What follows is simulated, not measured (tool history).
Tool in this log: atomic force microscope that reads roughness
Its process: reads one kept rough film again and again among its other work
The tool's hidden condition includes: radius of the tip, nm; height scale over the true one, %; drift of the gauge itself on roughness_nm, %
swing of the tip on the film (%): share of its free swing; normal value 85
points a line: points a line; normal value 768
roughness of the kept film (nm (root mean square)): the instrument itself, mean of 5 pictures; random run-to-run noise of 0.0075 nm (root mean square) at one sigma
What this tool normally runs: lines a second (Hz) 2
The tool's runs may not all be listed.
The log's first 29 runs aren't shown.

run	hour	lines a second (Hz)	swing of the tip on the film (%)	points a line	pictures with this tip	hours of work since the height scale was calibrated	roughness of the kept film (nm (root mean square))
30	655.4	2	85	976	40	279	1.546
31	677.9	2	85	976	67	288	1.53
32	694.3	0.78	64	768	85	295	1.718
33	707.6	2	82	768	101	301	1.513
34	720.5	0.87	85	768	116	306	1.606
35	748.5	2.46	70	391	148	318	1.545
36	766.2	2.96	85	768	169	325	1.354
# hour 779.7: new tip fitted
37	782	2.96	79	873	2	331	1.564
38	794.6	2.36	60	666	17	337	1.711
39	816.5	2.26	85	1013	42	346	1.525
40	840.9	0.56	85	990	70	356	1.685
41	855.8	3.3	85	768	87	362	1.399
42	874.1	3.3	85	768	109	370	1.383
43	894.7	1.51	85	671	132	379	1.515
44	918.1	1.51	85	671	160	388	1.496
# hour 939.2: new tip fitted
45	943.4	1.51	85	293	5	399	1.612
46	973.3	1.26	85	768	40	411	1.626
47	994.6	2	56	768	64	420	1.697

Expected results for the next run?
48	1018.7	2	56	768	92	430	?

roughness of the kept film (nm (root mean square)): 1.675
Were there no unlogged condition in the tool, this run, its random variation unchanged, would have produced roughness of the kept film (nm (root mean square)) 1.749.
